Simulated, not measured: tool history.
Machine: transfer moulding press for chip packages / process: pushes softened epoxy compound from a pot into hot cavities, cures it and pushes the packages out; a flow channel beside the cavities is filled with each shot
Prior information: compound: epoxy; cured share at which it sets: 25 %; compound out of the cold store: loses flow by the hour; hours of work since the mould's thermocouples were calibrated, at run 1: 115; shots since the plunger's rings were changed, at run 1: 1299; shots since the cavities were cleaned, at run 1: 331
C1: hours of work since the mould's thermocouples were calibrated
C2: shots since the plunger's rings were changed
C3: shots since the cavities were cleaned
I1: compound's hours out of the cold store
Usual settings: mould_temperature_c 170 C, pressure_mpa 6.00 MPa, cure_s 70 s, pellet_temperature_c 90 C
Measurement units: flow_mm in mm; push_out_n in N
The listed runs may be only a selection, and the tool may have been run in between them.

run 1 hour=0.0 | mould_temperature_c=170 pressure_mpa=6.00 cure_s=70 pellet_temperature_c=90 | C1=115 C2=1299 C3=331 | I1=20.6 | flow_mm=714 push_out_n=544
-- hour=13.5 cavities cleaned with cleaning compound and waxed
-- hour=44.0 cavities cleaned with cleaning compound and waxed
run 2 hour=56.9 | mould_temperature_c=170 pressure_mpa=6.00 cure_s=70 pellet_temperature_c=90 | C1=157 C2=2282 C3=236 | I1=16.9 | flow_mm=724 push_out_n=539
-- hour=73.6 cavities cleaned with cleaning compound and waxed
-- hour=104.2 cavities cleaned with cleaning compound and waxed
-- hour=134.0 cavities cleaned with cleaning compound and waxed
-- hour=140.8 plunger's sealing rings changed
run 3 hour=151.5 | mould_temperature_c=170 pressure_mpa=6.00 cure_s=70 pellet_temperature_c=90 | C1=227 C2=194 C3=274 | I1=21.3 | flow_mm=711 push_out_n=504
-- hour=164.6 cavities cleaned with cleaning compound and waxed
-- hour=197.8 cavities cleaned with cleaning compound and waxed
run 4 hour=223.3 | mould_temperature_c=170 pressure_mpa=7.31 cure_s=70 pellet_temperature_c=90 | C1=282 C2=1449 C3=466 | I1=11.2 | flow_mm=813 push_out_n=542
-- hour=231.5 cavities cleaned with cleaning compound and waxed
-- hour=264.8 cavities cleaned with cleaning compound and waxed
-- hour=296.3 cavities cleaned with cleaning compound and waxed
run 5 hour=320.1 | mould_temperature_c=170 pressure_mpa=6.00 cure_s=70 pellet_temperature_c=90 | C1=355 C2=3133 C3=434 | I1=42.7 | flow_mm=649 push_out_n=507
-- hour=326.6 mould's thermocouples calibrated
-- hour=328.1 cavities cleaned with cleaning compound and waxed
-- hour=359.5 plunger's sealing rings changed
-- hour=361.0 cavities cleaned with cleaning compound and waxed
-- hour=393.8 cavities cleaned with cleaning compound and waxed
run 6 hour=405.8 | mould_temperature_c=170 pressure_mpa=6.00 cure_s=70 pellet_temperature_c=90 | C1=57 C2=791 C3=220 | I1=41.0 | flow_mm=662 push_out_n=506
-- hour=423.9 cavities cleaned with cleaning compound and waxed
-- hour=454.2 cavities cleaned with cleaning compound and waxed
run 7 hour=472.5 | mould_temperature_c=170 pressure_mpa=6.00 cure_s=70 pellet_temperature_c=90 | C1=108 C2=1953 C3=335 | I1=37.3 | flow_mm=669 push_out_n=505
-- hour=482.5 cavities cleaned with cleaning compound and waxed
-- hour=512.6 cavities cleaned with cleaning compound and waxed
-- hour=546.2 cavities cleaned with cleaning compound and waxed
run 8 hour=550.4 | mould_temperature_c=174 pressure_mpa=6.00 cure_s=70 pellet_temperature_c=90 | C1=166 C2=3291 C3=76 | I1=24.0 | flow_mm=692 push_out_n=389
-- hour=577.1 plunger's sealing rings changed
-- hour=578.6 cavities cleaned with cleaning compound and waxed
run 9 hour=603.4 | mould_temperature_c=175 pressure_mpa=6.00 cure_s=70 pellet_temperature_c=90 | C1=205 C2=453 C3=453 | I1=25.9 | flow_mm=688 push_out_n=363
-- hour=609.0 cavities cleaned with cleaning compound and waxed
-- hour=637.5 cavities cleaned with cleaning compound and waxed
run 10 hour=661.6 | mould_temperature_c=170 pressure_mpa=6.00 cure_s=70 pellet_temperature_c=90 | C1=249 C2=1459 C3=438 | I1=24.5 | flow_mm=709 push_out_n=528
-- hour=669.2 cavities cleaned with cleaning compound and waxed
-- hour=701.6 cavities cleaned with cleaning compound and waxed
-- hour=731.2 cavities cleaned with cleaning compound and waxed
run 11 hour=733.8 | mould_temperature_c=170 pressure_mpa=6.00 cure_s=70 pellet_temperature_c=90 | C1=303 C2=2694 C3=47 | I1=42.4 | flow_mm=659 push_out_n=502
-- hour=764.0 cavities cleaned with cleaning compound and waxed
run 12 hour=785.3 | mould_temperature_c=170 pressure_mpa=4.76 cure_s=107 pellet_temperature_c=90 | C1=343 C2=3606 C3=389 | I1=28.8 | flow_mm=618 push_out_n=244
-- hour=794.4 plunger's sealing rings changed
-- hour=795.9 cavities cleaned with cleaning compound and waxed
-- hour=809.7 mould's thermocouples calibrated
-- hour=830.6 cavities cleaned with cleaning compound and waxed
-- hour=861.8 cavities cleaned with cleaning compound and waxed
-- hour=891.4 cavities cleaned with cleaning compound and waxed
run 13 hour=891.4 | mould_temperature_c=170 pressure_mpa=6.11 cure_s=107 pellet_temperature_c=90 | C1=61 C2=1623 C3=0 | I1=38.5 | flow_mm=674 push_out_n=254
-- hour=924.4 cavities cleaned with cleaning compound and waxed
-- hour=958.3 cavities cleaned with cleaning compound and waxed
run 14 hour=967.1 | mould_temperature_c=170 pressure_mpa=5.45 cure_s=68 pellet_temperature_c=90 | C1=119 C2=2950 C3=161 | I1=20.5 | flow_mm=681 push_out_n=575
-- hour=987.0 cavities cleaned with cleaning compound and waxed
-- hour=1011.8 plunger's sealing rings changed
-- hour=1019.9 cavities cleaned with cleaning compound and waxed
run 15 hour=1027.2 | mould_temperature_c=178 pressure_mpa=4.58 cure_s=70 pellet_temperature_c=98 | C1=163 C2=254 C3=134 | I1=39.5 | flow_mm=572 push_out_n=299
-- hour=1048.0 cavities cleaned with cleaning compound and waxed
-- hour=1078.9 cavities cleaned with cleaning compound and waxed
run 16 hour=1086.8 | mould_temperature_c=170 pressure_mpa=6.00 cure_s=53 pellet_temperature_c=90 | C1=207 C2=1285 C3=144 | I1=27.7 | flow_mm=694 push_out_n=941
-- hour=1107.7 cavities cleaned with cleaning compound and waxed
run 17 hour=1130.3 | mould_temperature_c=170 pressure_mpa=5.29 cure_s=74 pellet_temperature_c=90 | C1=241 C2=2052 C3=414 | I1=25.7 | flow_mm=657 push_out_n=438
-- hour=1138.5 cavities cleaned with cleaning compound and waxed
-- hour=1169.4 cavities cleaned with cleaning compound and waxed
run 18 hour=1186.9 | mould_temperature_c=170 pressure_mpa=5.29 cure_s=74 pellet_temperature_c=90 | C1=283 C2=3029 C3=318 | I1=10.1 | flow_mm=695 push_out_n=475
-- hour=1201.6 cavities cleaned with cleaning compound and waxed
-- hour=1230.5 plunger's sealing rings changed
-- hour=1238.6 cavities cleaned with cleaning compound and waxed
run 19 hour=1263.4 | mould_temperature_c=170 pressure_mpa=5.29 cure_s=74 pellet_temperature_c=90 | C1=340 C2=573 C3=453 | I1=45.0 | flow_mm=611 push_out_n=417

Run 20 has not been measured yet. What should we expect?
-- hour=1271.5 cavities cleaned with cleaning compound and waxed
-- hour=1286.3 mould's thermocouples calibrated
-- hour=1305.4 cavities cleaned with cleaning compound and waxed
-- hour=1336.4 cavities cleaned with cleaning compound and waxed
run 20 hour=1345.7 | mould_temperature_c=175 pressure_mpa=6.00 cure_s=70 pellet_temperature_c=93 | C1=45 C2=1955 C3=169 | I1=45.8 | flow_mm=? push_out_n=?

{"run 20": {"flow_mm": 637, "push_out_n": 345}}
On a tool with no hidden condition, and with the same random variation, this run would have come out at flow_mm 638 mm, push_out_n 343 N.
